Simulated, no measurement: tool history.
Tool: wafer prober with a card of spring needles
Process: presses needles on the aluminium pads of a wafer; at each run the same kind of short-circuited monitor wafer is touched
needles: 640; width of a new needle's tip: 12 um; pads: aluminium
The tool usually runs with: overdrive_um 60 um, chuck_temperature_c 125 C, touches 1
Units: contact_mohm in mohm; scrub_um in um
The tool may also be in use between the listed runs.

| run | hour | overdrive_um | chuck_temperature_c | touches | contact_mohm | scrub_um |
|---|---|---|---|---|---|---|
| 1 | 0 | 60 | 125 | 1 | 180 | 15.8 |
|  | 1.8 | tips cleaned on abrasive film |
|  | 13 | tips cleaned on abrasive film |
| 2 | 22.5 | 60 | 125 | 1 | 177 | 15.9 |
|  | 25.5 | tips cleaned on abrasive film |
|  | 37.5 | tips cleaned on abrasive film |
| 3 | 40.9 | 60 | 125 | 1 | 176 | 15.91 |
|  | 49 | tips cleaned on abrasive film |
| 4 | 55.8 | 60 | 125 | 1 | 180 | 15.95 |
|  | 60.9 | tips cleaned on abrasive film |
| 5 | 67.5 | 60 | 46 | 1 | 162 | 16 |
|  | 72.1 | tips cleaned on abrasive film |
| 6 | 81.2 | 60 | 46 | 1 | 160 | 15.99 |
|  | 83.3 | tips cleaned on abrasive film |
|  | 96.1 | tips cleaned on abrasive film |
| 7 | 102.7 | 60 | 125 | 1 | 181 | 15.99 |
|  | 107.9 | tips cleaned on abrasive film |
|  | 119.8 | tips cleaned on abrasive film |
| 8 | 124 | 60 | 125 | 1 | 177 | 16.03 |
|  | 131 | tips cleaned on abrasive film |
| 9 | 137 | 60 | 125 | 1 | 178 | 15.84 |
|  | 143.8 | tips cleaned on abrasive film |
|  | 155.4 | tips cleaned on abrasive film |
| 10 | 155.4 | 60 | 125 | 1 | 179 | 15.98 |
|  | 166.6 | tips cleaned on abrasive film |
| 11 | 166.6 | 60 | 125 | 1 | 178 | 16.07 |
|  | 177.7 | tips cleaned on abrasive film |
| 12 | 177.7 | 60 | 43 | 1 | 164 | 16.01 |
|  | 189.7 | tips cleaned on abrasive film |
| 13 | 190.3 | 60 | 43 | 1 | 164 | 15.98 |
|  | 201.6 | tips cleaned on abrasive film |
| 14 | 207.6 | 60 | 43 | 1 | 162 | 16.05 |
|  | 213.9 | tips cleaned on abrasive film |
| 15 | 219.5 | 61 | 125 | 1 | 178 | 16.24 |
|  | 226.5 | tips cleaned on abrasive film |
|  | 238.4 | tips cleaned on abrasive film |
| 16 | 241.3 | 61 | 125 | 1 | 179 | 16.36 |
|  | 250 | tips cleaned on abrasive film |
| 17 | 251.6 | 58 | 42 | 1 | 162 | 15.59 |
|  | 262 | tips cleaned on abrasive film |
|  | 273.5 | tips cleaned on abrasive film |
| 18 | 273.5 | 58 | 43 | 3 | 163 | 15.62 |
|  | 284.9 | tips cleaned on abrasive film |
| 19 | 288.7 | 56 | 43 | 3 | 164 | 15.05 |
|  | 296.3 | tips cleaned on abrasive film |
| 20 | 301.9 | 48 | 41 | 2 | 166 | 12.88 |
|  | 308.2 | tips cleaned on abrasive film |
| 21 | 317.5 | 57 | 87 | 2 | 169 | 15.37 |
|  | 320.6 | tips cleaned on abrasive film |
|  | 331.6 | tips cleaned on abrasive film |
| 22 | 332.9 | 64 | 28 | 1 | 161 | 17.4 |

Run 23 has not been measured yet. What should we expect?
|  | 343.1 | tips cleaned on abrasive film |
|  | 345 | gauge calibrated |
| 23 | 348.6 | 60 | 103 | 2 | ? | ? |

{"run 23": {"contact_mohm": 173, "scrub_um": 15.87}}
Without the tool's hidden state the same run would have given contact_mohm 173 mohm, scrub_um 15.87 um.

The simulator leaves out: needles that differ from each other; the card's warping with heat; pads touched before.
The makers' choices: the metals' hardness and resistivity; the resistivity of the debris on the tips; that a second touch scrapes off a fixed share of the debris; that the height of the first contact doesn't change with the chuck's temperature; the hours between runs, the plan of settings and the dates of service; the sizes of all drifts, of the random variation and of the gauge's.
